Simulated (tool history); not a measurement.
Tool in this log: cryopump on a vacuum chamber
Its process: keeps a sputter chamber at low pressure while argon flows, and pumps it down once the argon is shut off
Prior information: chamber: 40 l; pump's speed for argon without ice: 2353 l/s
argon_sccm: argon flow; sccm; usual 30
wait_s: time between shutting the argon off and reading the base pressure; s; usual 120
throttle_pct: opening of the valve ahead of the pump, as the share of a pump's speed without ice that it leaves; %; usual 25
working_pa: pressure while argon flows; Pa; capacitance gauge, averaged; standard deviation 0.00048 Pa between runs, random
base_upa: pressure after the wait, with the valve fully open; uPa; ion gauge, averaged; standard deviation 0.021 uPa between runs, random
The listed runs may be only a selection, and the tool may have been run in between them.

run   hour  argon_sccm  wait_s  throttle_pct  working_pa  base_upa
  1    0.0          30     120            25      0.0895      0.61
  2   16.8          30     120            25      0.0892      0.55
  3   28.3          30     120            25      0.0904      0.58
  4   41.0          30     120            25      0.0901      0.56
  5   67.6          30     120            25      0.0900      0.57
  6   92.7          30     120            25      0.0898      0.60
  7  105.4          30     120            32      0.0718      0.60
  8  131.5          30     120            32      0.0710      0.62
  9  159.2          30      76            25      0.0906      0.70
 10  185.9          30      76            25      0.0905      0.74
 11  203.9          30      76            25      0.0907      0.74
 12  223.0          29     120            25      0.0882      0.68
 13  246.8          29     120            25      0.0886      0.65
 14  272.6          29     120            25      0.0888      0.69
 15  294.7          29     120            25      0.0882      0.69
 16  314.4          29     120            25      0.0880      0.65
 17  328.4          30     120            25      0.0907      0.68
 18  344.3          30     120            25      0.0916      0.71
 19  356.0          30     120            35      0.0668      0.68
 20  374.6          30     294            25      0.0924      0.60
 21  398.9          30      69            25      0.0927      0.82
 22  419.7          30      69            25      0.0914      0.84
 23  440.6          30      28            44      0.0554      1.30
 24  455.7          50     213            32      0.1219      0.62
 25  469.3          30     240            44      0.0552      0.61
 26  491.4          18      98            36      0.0395      0.76
 27  509.5          12     163            36      0.0263      0.72
 28  535.5          15      93            20      0.0569      0.82
 29  550.5          16      26            18      0.0668      1.38
 30  563.7          38      51            28      0.1058      1.05
 31  578.7          38      51            28      0.1058      1.02
 32  598.6          39      51            28      0.1095      1.01
 33  618.7          33      63            57      0.0494      0.95
 34  636.0          33      23            57      0.0501      1.50

Predict each of these 3 candidate next runs independently; none follows another, all start after run 34:
  A  661.5          13      23            25           ?         ?
  B  661.5          30      34            25           ?         ?
  C  661.5          27      24            30           ?         ?

run  working_pa  base_upa
  A      0.0410      1.51
  B      0.0943      1.23
  C      0.0718      1.61
Had the tool no hidden state, the same runs would have come out as:
run  working_pa  base_upa
  A      0.0377      1.05
  B      0.0868      0.76
  C      0.0651      1.11

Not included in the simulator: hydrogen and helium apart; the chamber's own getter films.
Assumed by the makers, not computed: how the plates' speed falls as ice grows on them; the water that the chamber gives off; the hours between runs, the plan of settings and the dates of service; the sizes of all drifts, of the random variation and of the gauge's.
